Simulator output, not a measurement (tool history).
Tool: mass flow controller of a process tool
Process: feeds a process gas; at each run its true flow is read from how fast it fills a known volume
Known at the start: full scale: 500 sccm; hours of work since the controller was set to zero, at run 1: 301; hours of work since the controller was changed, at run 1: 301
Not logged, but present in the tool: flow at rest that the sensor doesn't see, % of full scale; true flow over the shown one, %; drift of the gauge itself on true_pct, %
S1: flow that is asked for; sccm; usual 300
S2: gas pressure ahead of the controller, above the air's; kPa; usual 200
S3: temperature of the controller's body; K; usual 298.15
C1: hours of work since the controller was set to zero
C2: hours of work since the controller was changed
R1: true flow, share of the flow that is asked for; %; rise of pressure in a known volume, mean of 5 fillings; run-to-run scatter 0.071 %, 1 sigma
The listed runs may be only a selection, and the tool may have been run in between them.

{"run": 1, "hour": 0.0, "S1": 300, "S2": 200, "S3": 298.15, "C1": 301, "C2": 301, "R1": 99.95}
{"run": 2, "hour": 106.6, "S1": 300, "S2": 200, "S3": 298.15, "C1": 360, "C2": 360, "R1": 100}
{"run": 3, "hour": 297.7, "S1": 171, "S2": 200, "S3": 298.15, "C1": 465, "C2": 465, "R1": 99.83}
{"run": 4, "hour": 456.4, "S1": 128, "S2": 200, "S3": 298.15, "C1": 552, "C2": 552, "R1": 99.98}
{"run": 5, "hour": 635.1, "S1": 128, "S2": 200, "S3": 298.15, "C1": 650, "C2": 650, "R1": 99.87}
{"run": 6, "hour": 733.5, "S1": 128, "S2": 200, "S3": 298.15, "C1": 705, "C2": 705, "R1": 100.05}
{"hour": 750.3, "done": "controller's zero set anew"}
{"run": 7, "hour": 820.0, "S1": 128, "S2": 200, "S3": 298.15, "C1": 38, "C2": 752, "R1": 100.13}
{"run": 8, "hour": 965.8, "S1": 331, "S2": 213, "S3": 296.15, "C1": 118, "C2": 832, "R1": 99.83}
{"run": 9, "hour": 1081.0, "S1": 331, "S2": 213, "S3": 296.15, "C1": 182, "C2": 895, "R1": 99.9}
{"run": 10, "hour": 1241.5, "S1": 98, "S2": 213, "S3": 296.15, "C1": 270, "C2": 983, "R1": 100.31}
{"hour": 1329.9, "done": "controller's zero set anew, once more"}
{"run": 11, "hour": 1353.6, "S1": 98, "S2": 227, "S3": 306.15, "C1": 13, "C2": 1045, "R1": 99.83}

Alternative continuations, all from the tool just after run 11; predict every row:
{"run": "A", "hour": 1504.8, "S1": 61, "S2": 183, "S3": 296.15, "C1": 96, "C2": 1128, "R1": "?"}
{"run": "B", "hour": 1504.8, "S1": 53, "S2": 228, "S3": 300.15, "C1": 96, "C2": 1128, "R1": "?"}
{"run": "C", "hour": 1504.8, "S1": 163, "S2": 148, "S3": 309.15, "C1": 96, "C2": 1128, "R1": "?"}
{"run": "D", "hour": 1504.8, "S1": 284, "S2": 256, "S3": 306.15, "C1": 96, "C2": 1128, "R1": "?"}
{"run": "E", "hour": 1504.8, "S1": 129, "S2": 197, "S3": 298.15, "C1": 96, "C2": 1128, "R1": "?"}

run=A R1=99.35
run=B R1=99.5
run=C R1=100.38
run=D R1=99.82
run=E R1=99.53
Had the tool no hidden state, the same runs would have come out as:
run=A R1=99.3
run=B R1=99.43
run=C R1=100.42
run=D R1=99.87
run=E R1=99.55

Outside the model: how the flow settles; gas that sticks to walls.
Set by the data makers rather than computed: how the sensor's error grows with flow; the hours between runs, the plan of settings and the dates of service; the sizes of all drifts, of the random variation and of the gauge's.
